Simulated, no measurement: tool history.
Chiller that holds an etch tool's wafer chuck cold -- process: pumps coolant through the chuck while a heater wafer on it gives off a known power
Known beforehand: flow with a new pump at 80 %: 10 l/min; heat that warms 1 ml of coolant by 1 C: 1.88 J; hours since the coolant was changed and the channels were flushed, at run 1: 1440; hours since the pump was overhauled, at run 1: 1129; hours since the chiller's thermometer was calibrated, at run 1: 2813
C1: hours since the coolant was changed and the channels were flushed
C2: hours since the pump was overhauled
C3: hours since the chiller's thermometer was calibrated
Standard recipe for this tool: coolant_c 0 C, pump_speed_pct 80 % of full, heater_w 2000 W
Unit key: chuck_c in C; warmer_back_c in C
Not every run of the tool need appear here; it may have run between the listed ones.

{"run": 1, "day": 0.0, "coolant_c": 0, "pump_speed_pct": 80, "heater_w": 2000, "C1": 1440, "C2": 1129, "C3": 2813, "chuck_c": 14.7, "warmer_back_c": 6.5}
{"run": 2, "day": 3.946, "coolant_c": 0, "pump_speed_pct": 80, "heater_w": 2000, "C1": 1534, "C2": 1224, "C3": 2908, "chuck_c": 14.7, "warmer_back_c": 6.47}
{"run": 3, "day": 7.388, "coolant_c": -1, "pump_speed_pct": 80, "heater_w": 2000, "C1": 1617, "C2": 1306, "C3": 2990, "chuck_c": 13.8, "warmer_back_c": 6.51}
{"day": 11.658, "done": "chiller's thermometer calibrated"}
{"run": 4, "day": 12.192, "coolant_c": -1, "pump_speed_pct": 80, "heater_w": 2000, "C1": 1731, "C2": 1421, "C3": 13, "chuck_c": 13.8, "warmer_back_c": 6.56}
{"run": 5, "day": 17.379, "coolant_c": -1, "pump_speed_pct": 62, "heater_w": 2000, "C1": 1856, "C2": 1545, "C3": 137, "chuck_c": 17.1, "warmer_back_c": 8.64}
{"run": 6, "day": 20.808, "coolant_c": -1, "pump_speed_pct": 62, "heater_w": 2000, "C1": 1938, "C2": 1627, "C3": 220, "chuck_c": 16.9, "warmer_back_c": 8.63}
{"run": 7, "day": 25.579, "coolant_c": -1, "pump_speed_pct": 62, "heater_w": 2000, "C1": 2053, "C2": 1742, "C3": 334, "chuck_c": 17.2, "warmer_back_c": 8.72}
{"day": 27.467, "done": "chiller's thermometer calibrated, once more"}
{"run": 8, "day": 30.925, "coolant_c": 1, "pump_speed_pct": 62, "heater_w": 2000, "C1": 2180, "C2": 1869, "C3": 83, "chuck_c": 19.4, "warmer_back_c": 8.74}
{"run": 9, "day": 35.775, "coolant_c": 5, "pump_speed_pct": 80, "heater_w": 2000, "C1": 2296, "C2": 1986, "C3": 199, "chuck_c": 20.2, "warmer_back_c": 6.6}
{"run": 10, "day": 39.983, "coolant_c": 5, "pump_speed_pct": 80, "heater_w": 1367, "C1": 2397, "C2": 2087, "C3": 300, "chuck_c": 15.6, "warmer_back_c": 4.45}
{"run": 11, "day": 42.35, "coolant_c": 5, "pump_speed_pct": 80, "heater_w": 1367, "C1": 2454, "C2": 2143, "C3": 357, "chuck_c": 15.5, "warmer_back_c": 4.54}
{"run": 12, "day": 45.962, "coolant_c": 0, "pump_speed_pct": 97, "heater_w": 2000, "C1": 2541, "C2": 2230, "C3": 444, "chuck_c": 13.1, "warmer_back_c": 5.37}
{"run": 13, "day": 49.546, "coolant_c": -1, "pump_speed_pct": 80, "heater_w": 2000, "C1": 2627, "C2": 2316, "C3": 530, "chuck_c": 14.3, "warmer_back_c": 6.64}
{"run": 14, "day": 52.6, "coolant_c": 7, "pump_speed_pct": 80, "heater_w": 2000, "C1": 2700, "C2": 2389, "C3": 603, "chuck_c": 22.3, "warmer_back_c": 6.58}
{"run": 15, "day": 56.679, "coolant_c": 0, "pump_speed_pct": 92, "heater_w": 2218, "C1": 2798, "C2": 2487, "C3": 701, "chuck_c": 15.5, "warmer_back_c": 6.3}
{"run": 16, "day": 59.517, "coolant_c": -2, "pump_speed_pct": 69, "heater_w": 1223, "C1": 2866, "C2": 2555, "C3": 769, "chuck_c": 8.6, "warmer_back_c": 4.85}
{"run": 17, "day": 64.258, "coolant_c": -2, "pump_speed_pct": 79, "heater_w": 1733, "C1": 2980, "C2": 2669, "C3": 883, "chuck_c": 11.6, "warmer_back_c": 5.82}
{"run": 18, "day": 68.475, "coolant_c": 2, "pump_speed_pct": 87, "heater_w": 1324, "C1": 3081, "C2": 2770, "C3": 984, "chuck_c": 11.6, "warmer_back_c": 3.97}
{"run": 19, "day": 70.858, "coolant_c": 7, "pump_speed_pct": 68, "heater_w": 1594, "C1": 3138, "C2": 2828, "C3": 1041, "chuck_c": 21.0, "warmer_back_c": 6.33}
{"run": 20, "day": 73.129, "coolant_c": 7, "pump_speed_pct": 68, "heater_w": 1594, "C1": 3193, "C2": 2882, "C3": 1096, "chuck_c": 20.8, "warmer_back_c": 6.35}
{"run": 21, "day": 76.65, "coolant_c": -8, "pump_speed_pct": 68, "heater_w": 1213, "C1": 3277, "C2": 2967, "C3": 1180, "chuck_c": 2.9, "warmer_back_c": 4.83}
{"run": 22, "day": 80.333, "coolant_c": 0, "pump_speed_pct": 75, "heater_w": 1916, "C1": 3366, "C2": 3055, "C3": 1269, "chuck_c": 15.6, "warmer_back_c": 6.93}
{"run": 23, "day": 82.638, "coolant_c": 2, "pump_speed_pct": 75, "heater_w": 1736, "C1": 3421, "C2": 3110, "C3": 1324, "chuck_c": 16.3, "warmer_back_c": 6.28}
{"run": 24, "day": 85.658, "coolant_c": -7, "pump_speed_pct": 60, "heater_w": 1228, "C1": 3493, "C2": 3183, "C3": 1397, "chuck_c": 4.9, "warmer_back_c": 5.63}
{"run": 25, "day": 89.825, "coolant_c": 0, "pump_speed_pct": 62, "heater_w": 2000, "C1": 3593, "C2": 3283, "C3": 1497, "chuck_c": 19.2, "warmer_back_c": 8.9}

What will run 26 give?
{"run": 26, "day": 94.338, "coolant_c": 0, "pump_speed_pct": 62, "heater_w": 2000, "C1": 3702, "C2": 3391, "C3": 1605, "chuck_c": "?", "warmer_back_c": "?"}

{"run 26": {"chuck_c": 19.3, "warmer_back_c": 8.9}}
On a tool with no hidden condition, and with the same random variation, this run would have come out at chuck_c 17.6 C, warmer_back_c 8.39 C.
